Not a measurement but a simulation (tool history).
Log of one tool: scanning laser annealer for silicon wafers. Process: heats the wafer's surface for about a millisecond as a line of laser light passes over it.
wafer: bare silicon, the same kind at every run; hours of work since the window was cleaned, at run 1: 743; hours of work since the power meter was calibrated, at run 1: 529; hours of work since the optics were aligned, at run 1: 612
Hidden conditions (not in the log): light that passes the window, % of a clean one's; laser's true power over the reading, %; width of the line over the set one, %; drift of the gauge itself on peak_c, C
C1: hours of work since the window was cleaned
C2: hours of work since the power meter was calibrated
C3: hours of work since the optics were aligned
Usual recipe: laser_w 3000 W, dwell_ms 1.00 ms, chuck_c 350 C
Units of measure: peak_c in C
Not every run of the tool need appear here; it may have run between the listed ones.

run 1 hour=0.0 | laser_w=3000 dwell_ms=1.00 chuck_c=350 | C1=743 C2=529 C3=612 | peak_c=1112
run 2 hour=19.8 | laser_w=3000 dwell_ms=1.00 chuck_c=350 | C1=759 C2=545 C3=628 | peak_c=1108
run 3 hour=37.3 | laser_w=3000 dwell_ms=1.00 chuck_c=350 | C1=773 C2=559 C3=642 | peak_c=1109
run 4 hour=51.9 | laser_w=3000 dwell_ms=1.00 chuck_c=334 | C1=784 C2=570 C3=653 | peak_c=1093
run 5 hour=62.0 | laser_w=3000 dwell_ms=1.00 chuck_c=334 | C1=792 C2=578 C3=661 | peak_c=1091
run 6 hour=81.9 | laser_w=3000 dwell_ms=1.00 chuck_c=334 | C1=808 C2=594 C3=677 | peak_c=1094
run 7 hour=94.5 | laser_w=3000 dwell_ms=1.00 chuck_c=350 | C1=818 C2=604 C3=687 | peak_c=1107
run 8 hour=110.9 | laser_w=3000 dwell_ms=1.00 chuck_c=350 | C1=831 C2=617 C3=700 | peak_c=1106
run 9 hour=134.0 | laser_w=3000 dwell_ms=1.00 chuck_c=350 | C1=849 C2=635 C3=718 | peak_c=1108
run 10 hour=150.2 | laser_w=3000 dwell_ms=1.00 chuck_c=350 | C1=862 C2=648 C3=731 | peak_c=1109
-- hour=161.1 optics aligned, line set to its width
run 11 hour=166.8 | laser_w=3000 dwell_ms=1.00 chuck_c=350 | C1=871 C2=657 C3=5 | peak_c=1113
run 12 hour=190.6 | laser_w=2741 dwell_ms=1.00 chuck_c=350 | C1=890 C2=676 C3=23 | peak_c=1036
run 13 hour=208.9 | laser_w=2830 dwell_ms=1.00 chuck_c=387 | C1=905 C2=691 C3=38 | peak_c=1097
-- hour=212.1 window over the wafer cleaned
run 14 hour=222.2 | laser_w=2854 dwell_ms=1.00 chuck_c=376 | C1=8 C2=700 C3=47 | peak_c=1122
run 15 hour=236.9 | laser_w=3000 dwell_ms=0.70 chuck_c=365 | C1=20 C2=711 C3=58 | peak_c=1016
run 16 hour=254.8 | laser_w=3110 dwell_ms=0.83 chuck_c=344 | C1=34 C2=725 C3=73 | peak_c=1084
run 17 hour=268.3 | laser_w=3110 dwell_ms=0.83 chuck_c=344 | C1=44 C2=736 C3=83 | peak_c=1085
run 18 hour=281.9 | laser_w=3166 dwell_ms=1.10 chuck_c=376 | C1=55 C2=747 C3=94 | peak_c=1258
run 19 hour=300.2 | laser_w=3162 dwell_ms=0.71 chuck_c=336 | C1=70 C2=761 C3=109 | peak_c=1033
run 20 hour=314.3 | laser_w=3162 dwell_ms=0.71 chuck_c=336 | C1=81 C2=772 C3=120 | peak_c=1031
run 21 hour=328.0 | laser_w=3162 dwell_ms=0.71 chuck_c=336 | C1=92 C2=783 C3=131 | peak_c=1033
run 22 hour=344.4 | laser_w=3275 dwell_ms=1.00 chuck_c=374 | C1=105 C2=796 C3=144 | peak_c=1242
run 23 hour=356.1 | laser_w=2674 dwell_ms=0.72 chuck_c=319 | C1=114 C2=806 C3=153 | peak_c=899

Here are 5 independent what-if runs from the current tool condition. What would each one return?
run A hour=370.9 | laser_w=3125 dwell_ms=0.84 chuck_c=333 | C1=126 C2=817 C3=165 | peak_c=?
run B hour=370.9 | laser_w=2754 dwell_ms=0.83 chuck_c=348 | C1=126 C2=817 C3=165 | peak_c=?
run C hour=370.9 | laser_w=3000 dwell_ms=0.79 chuck_c=350 | C1=126 C2=817 C3=165 | peak_c=?
run D hour=370.9 | laser_w=2942 dwell_ms=0.72 chuck_c=319 | C1=126 C2=817 C3=165 | peak_c=?
run E hour=370.9 | laser_w=3144 dwell_ms=1.01 chuck_c=389 | C1=126 C2=817 C3=165 | peak_c=?

run=A peak_c=1080
run=B peak_c=993
run=C peak_c=1041
run=D peak_c=960
run=E peak_c=1218
Stripped of hidden state, with their random variation kept, the same runs would have yielded:
run=A peak_c=1083
run=B peak_c=995
run=C peak_c=1044
run=D peak_c=962
run=E peak_c=1221

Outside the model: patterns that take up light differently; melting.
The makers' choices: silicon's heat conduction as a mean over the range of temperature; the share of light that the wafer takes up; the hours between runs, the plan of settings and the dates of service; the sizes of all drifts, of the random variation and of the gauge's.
